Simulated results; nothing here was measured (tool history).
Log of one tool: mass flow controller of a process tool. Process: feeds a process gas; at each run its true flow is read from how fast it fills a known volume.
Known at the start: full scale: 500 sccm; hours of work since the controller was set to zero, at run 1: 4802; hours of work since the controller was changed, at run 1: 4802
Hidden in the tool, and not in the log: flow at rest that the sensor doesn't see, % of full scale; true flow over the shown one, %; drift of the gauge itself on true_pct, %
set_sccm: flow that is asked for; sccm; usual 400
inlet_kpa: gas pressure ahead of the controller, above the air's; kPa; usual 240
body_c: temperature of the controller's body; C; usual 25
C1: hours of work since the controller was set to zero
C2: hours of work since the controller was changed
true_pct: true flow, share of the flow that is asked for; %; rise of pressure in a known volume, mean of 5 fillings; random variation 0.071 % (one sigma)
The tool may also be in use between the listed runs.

run 1 hour=0.0 | set_sccm=400 inlet_kpa=240 body_c=25 | C1=4802 C2=4802 | true_pct=99.55
run 2 hour=247.3 | set_sccm=400 inlet_kpa=240 body_c=23 | C1=4909 C2=4909 | true_pct=99.30
run 3 hour=440.4 | set_sccm=400 inlet_kpa=240 body_c=25 | C1=4993 C2=4993 | true_pct=99.61
run 4 hour=691.8 | set_sccm=400 inlet_kpa=240 body_c=25 | C1=5101 C2=5101 | true_pct=99.67
run 5 hour=972.6 | set_sccm=400 inlet_kpa=240 body_c=25 | C1=5222 C2=5222 | true_pct=99.70
run 6 hour=1238.2 | set_sccm=400 inlet_kpa=240 body_c=25 | C1=5337 C2=5337 | true_pct=99.64
run 7 hour=1512.9 | set_sccm=400 inlet_kpa=171 body_c=25 | C1=5456 C2=5456 | true_pct=100.35
run 8 hour=1669.1 | set_sccm=400 inlet_kpa=171 body_c=25 | C1=5523 C2=5523 | true_pct=100.39
run 9 hour=1896.3 | set_sccm=400 inlet_kpa=240 body_c=31 | C1=5621 C2=5621 | true_pct=100.45
run 10 hour=2040.0 | set_sccm=400 inlet_kpa=240 body_c=31 | C1=5683 C2=5683 | true_pct=100.50
run 11 hour=2190.2 | set_sccm=124 inlet_kpa=240 body_c=37 | C1=5748 C2=5748 | true_pct=100.63
run 12 hour=2348.9 | set_sccm=124 inlet_kpa=240 body_c=37 | C1=5817 C2=5817 | true_pct=100.51
run 13 hour=2525.1 | set_sccm=124 inlet_kpa=240 body_c=37 | C1=5893 C2=5893 | true_pct=100.52

3 ways to go on from here, each from the tool as it stands after run 13. What would each give?
run A hour=2668.2 | set_sccm=88 inlet_kpa=240 body_c=38 | C1=5954 C2=5954 | true_pct=?
run B hour=2668.2 | set_sccm=278 inlet_kpa=184 body_c=25 | C1=5954 C2=5954 | true_pct=?
run C hour=2668.2 | set_sccm=293 inlet_kpa=202 body_c=24 | C1=5954 C2=5954 | true_pct=?

run=A true_pct=100.72
run=B true_pct=100.28
run=C true_pct=100.02
Without the tool's hidden state the same runs would have given:
run=A true_pct=100.07
run=B true_pct=99.64
run=C true_pct=99.38

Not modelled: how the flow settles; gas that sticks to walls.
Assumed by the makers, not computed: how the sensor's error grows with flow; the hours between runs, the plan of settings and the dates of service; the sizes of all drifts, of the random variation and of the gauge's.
